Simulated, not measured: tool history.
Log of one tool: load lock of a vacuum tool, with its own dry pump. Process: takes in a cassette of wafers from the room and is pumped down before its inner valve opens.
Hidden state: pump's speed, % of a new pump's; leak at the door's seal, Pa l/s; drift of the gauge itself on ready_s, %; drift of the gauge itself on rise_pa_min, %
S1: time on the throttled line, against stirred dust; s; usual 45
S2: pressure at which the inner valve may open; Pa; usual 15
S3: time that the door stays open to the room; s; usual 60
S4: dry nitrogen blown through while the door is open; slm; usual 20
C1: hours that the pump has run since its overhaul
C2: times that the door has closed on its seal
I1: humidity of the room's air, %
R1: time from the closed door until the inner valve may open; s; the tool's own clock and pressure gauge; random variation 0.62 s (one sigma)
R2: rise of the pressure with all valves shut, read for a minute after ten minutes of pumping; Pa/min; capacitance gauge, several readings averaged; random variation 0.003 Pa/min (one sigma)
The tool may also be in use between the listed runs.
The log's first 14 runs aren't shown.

Run 15, day 62.783: usual settings but S1 52 s; C1 9500; C2 22574; I1 43.8. Result: R1 101.0 s, R2 0.137 Pa/min.
Run 16, day 65.671: usual settings but S1 52 s; C1 9570; C2 22792; I1 41.4. Result: R1 100.5 s, R2 0.143 Pa/min.
Run 17, day 69.650: usual settings but S1 52 s; C1 9665; C2 23093; I1 46.0. Result: R1 101.5 s, R2 0.148 Pa/min.
Run 18, day 74.679: usual settings; C1 9786; C2 23474; I1 44.3. Result: R1 96.0 s, R2 0.152 Pa/min.
Run 19, day 77.246: usual settings but S1 74 s; C1 9848; C2 23668; I1 45.8. Result: R1 120.2 s, R2 0.159 Pa/min.
Run 20, day 82.508: usual settings but S1 74 s; C1 9974; C2 24066; I1 46.9. Result: R1 118.4 s, R2 0.161 Pa/min.
Run 21, day 86.050: usual settings but S1 74 s; C1 10059; C2 24334; I1 43.7. Result: R1 119.5 s, R2 0.158 Pa/min.
Run 22, day 89.833: usual settings but S1 23 s, S3 32 s, S4 8 slm; C1 10150; C2 24620; I1 44.1. Result: R1 78.5 s, R2 0.159 Pa/min.
Run 23, day 93.900: usual settings but S1 23 s, S3 174 s, S4 8 slm; C1 10247; C2 24928; I1 44.7. Result: R1 77.5 s, R2 0.194 Pa/min.
Run 24, day 98.279: usual settings but S1 23 s, S3 174 s, S4 8 slm; C1 10352; C2 25259; I1 47.9. Result: R1 78.7 s, R2 0.201 Pa/min.
Run 25, day 101.450: usual settings but S1 23 s, S3 174 s, S4 8 slm; C1 10428; C2 25499; I1 45.1. Result: R1 79.7 s, R2 0.209 Pa/min.
Run 26, day 107.038: usual settings but S1 23 s, S2 13 Pa, S3 210 s, S4 8 slm; C1 10562; C2 25922; I1 46.8. Result: R1 79.9 s, R2 0.212 Pa/min.
Run 27, day 109.700: usual settings but S1 23 s, S2 13 Pa, S3 67 s, S4 8 slm; C1 10626; C2 26123; I1 47.5. Result: R1 79.0 s, R2 0.195 Pa/min.
Run 28, day 115.312: usual settings but S1 70 s, S2 24 Pa, S3 101 s; C1 10761; C2 26548; I1 46.5. Result: R1 113.1 s, R2 0.194 Pa/min.
Run 29, day 118.392: usual settings but S1 32 s, S2 24 Pa, S3 58 s, S4 25 slm; C1 10835; C2 26781; I1 47.7. Result: R1 82.5 s, R2 0.184 Pa/min.
Run 30, day 123.600: usual settings but S3 213 s, S4 23 slm; C1 10960; C2 27175; I1 42.0. Result: R1 96.8 s, R2 0.202 Pa/min.
Run 31, day 128.383: usual settings but S2 11 Pa, S4 33 slm; C1 11075; C2 27537; I1 44.1. Result: R1 98.5 s, R2 0.178 Pa/min.
Run 32, day 134.279: usual settings but S1 36 s, S2 18 Pa, S4 33 slm; C1 11216; C2 27983; I1 41.2. Result: R1 88.6 s, R2 0.186 Pa/min.
Run 33, day 137.512: usual settings but S1 36 s, S2 18 Pa, S4 33 slm; C1 11294; C2 28228; I1 46.4. Result: R1 88.7 s, R2 0.195 Pa/min.
Run 34, day 140.867: usual settings but S1 36 s, S2 18 Pa, S4 33 slm; C1 11374; C2 28481; I1 44.6. Result: R1 89.2 s, R2 0.196 Pa/min.
Run 35, day 143.700: usual settings but S1 36 s, S2 18 Pa, S4 33 slm; C1 11442; C2 28696; I1 46.1. Result: R1 88.1 s, R2 0.187 Pa/min.
Run 36, day 148.325: usual settings but S1 31 s, S2 26 Pa, S4 17 slm; C1 11553; C2 29046; I1 39.0. Result: R1 81.3 s, R2 0.200 Pa/min.

Forecast each of these 4 alternatives for the next run:
Run A, day 154.412: usual settings but S1 31 s, S4 19 slm; C1 11700; C2 29506; I1 41.8. Result: R1 ?, R2 ?.
Run B, day 154.412: usual settings but S1 40 s, S2 25 Pa, S4 32 slm; C1 11700; C2 29506; I1 43.2. Result: R1 ?, R2 ?.
Run C, day 154.412: usual settings but S1 28 s, S3 152 s; C1 11700; C2 29506; I1 44.7. Result: R1 ?, R2 ?.
Run D, day 154.412: usual settings but S1 24 s, S2 26 Pa, S3 78 s, S4 17 slm; C1 11700; C2 29506; I1 45.5. Result: R1 ?, R2 ?.

run    R1     R2
  A  86.0  0.205
  B  89.8  0.204
  C  83.6  0.220
  D  77.1  0.209
Without the tool's hidden state the same runs would have given:
run    R1     R2
  A  79.3  0.025
  B  83.7  0.023
  C  76.7  0.044
  D  70.6  0.032

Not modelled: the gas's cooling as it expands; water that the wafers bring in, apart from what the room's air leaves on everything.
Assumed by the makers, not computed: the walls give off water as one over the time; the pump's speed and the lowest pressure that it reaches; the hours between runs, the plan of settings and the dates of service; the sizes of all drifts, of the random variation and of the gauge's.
